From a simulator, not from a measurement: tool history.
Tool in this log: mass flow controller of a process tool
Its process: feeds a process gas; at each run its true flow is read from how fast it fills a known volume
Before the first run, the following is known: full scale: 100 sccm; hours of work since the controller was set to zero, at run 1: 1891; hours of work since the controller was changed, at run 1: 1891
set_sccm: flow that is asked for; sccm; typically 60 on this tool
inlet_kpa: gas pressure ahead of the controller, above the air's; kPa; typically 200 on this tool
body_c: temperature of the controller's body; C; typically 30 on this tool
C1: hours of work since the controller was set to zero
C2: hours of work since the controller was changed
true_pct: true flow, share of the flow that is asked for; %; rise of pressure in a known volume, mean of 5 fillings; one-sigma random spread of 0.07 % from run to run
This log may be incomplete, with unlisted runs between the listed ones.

{"run": 1, "hour": 0.0, "set_sccm": 60, "inlet_kpa": 200, "body_c": 30, "C1": 1891, "C2": 1891, "true_pct": 98.44}
{"run": 2, "hour": 74.8, "set_sccm": 60, "inlet_kpa": 200, "body_c": 29, "C1": 1920, "C2": 1920, "true_pct": 98.27}
{"run": 3, "hour": 216.6, "set_sccm": 60, "inlet_kpa": 200, "body_c": 29, "C1": 1974, "C2": 1974, "true_pct": 98.25}
{"run": 4, "hour": 355.6, "set_sccm": 60, "inlet_kpa": 200, "body_c": 29, "C1": 2026, "C2": 2026, "true_pct": 98.29}
{"run": 5, "hour": 421.7, "set_sccm": 60, "inlet_kpa": 144, "body_c": 30, "C1": 2051, "C2": 2051, "true_pct": 98.3}
{"run": 6, "hour": 552.5, "set_sccm": 60, "inlet_kpa": 144, "body_c": 30, "C1": 2101, "C2": 2101, "true_pct": 98.22}
{"run": 7, "hour": 675.5, "set_sccm": 60, "inlet_kpa": 144, "body_c": 30, "C1": 2148, "C2": 2148, "true_pct": 98.12}
{"run": 8, "hour": 760.4, "set_sccm": 60, "inlet_kpa": 157, "body_c": 30, "C1": 2180, "C2": 2180, "true_pct": 98.15}
{"run": 9, "hour": 830.6, "set_sccm": 60, "inlet_kpa": 157, "body_c": 30, "C1": 2207, "C2": 2207, "true_pct": 98.1}
{"run": 10, "hour": 897.5, "set_sccm": 42, "inlet_kpa": 200, "body_c": 30, "C1": 2232, "C2": 2232, "true_pct": 97.95}
{"run": 11, "hour": 974.3, "set_sccm": 60, "inlet_kpa": 200, "body_c": 31, "C1": 2261, "C2": 2261, "true_pct": 98.28}
{"run": 12, "hour": 1076.3, "set_sccm": 60, "inlet_kpa": 200, "body_c": 31, "C1": 2300, "C2": 2300, "true_pct": 98.21}
{"run": 13, "hour": 1158.7, "set_sccm": 60, "inlet_kpa": 200, "body_c": 31, "C1": 2331, "C2": 2331, "true_pct": 98.32}
{"hour": 1168.4, "done": "controller's zero set anew"}
{"run": 14, "hour": 1273.5, "set_sccm": 77, "inlet_kpa": 200, "body_c": 23, "C1": 40, "C2": 2374, "true_pct": 98.18}
{"run": 15, "hour": 1366.2, "set_sccm": 77, "inlet_kpa": 200, "body_c": 23, "C1": 75, "C2": 2410, "true_pct": 98.23}
{"run": 16, "hour": 1458.9, "set_sccm": 66, "inlet_kpa": 200, "body_c": 35, "C1": 110, "C2": 2445, "true_pct": 98.59}
{"run": 17, "hour": 1616.5, "set_sccm": 22, "inlet_kpa": 149, "body_c": 30, "C1": 170, "C2": 2505, "true_pct": 98.09}
{"run": 18, "hour": 1742.0, "set_sccm": 22, "inlet_kpa": 149, "body_c": 30, "C1": 218, "C2": 2552, "true_pct": 98.01}

Estimate the outcome of run 19 from the log above:
{"hour": 1785.9, "done": "controller's zero set anew, once more"}
{"run": 19, "hour": 1819.8, "set_sccm": 22, "inlet_kpa": 149, "body_c": 30, "C1": 13, "C2": 2582, "true_pct": "?"}

true_pct: 96.78 %
Take away the tool's hidden state, keep the run-to-run variation as it was, and the same run would have given true_pct 98.35 %.
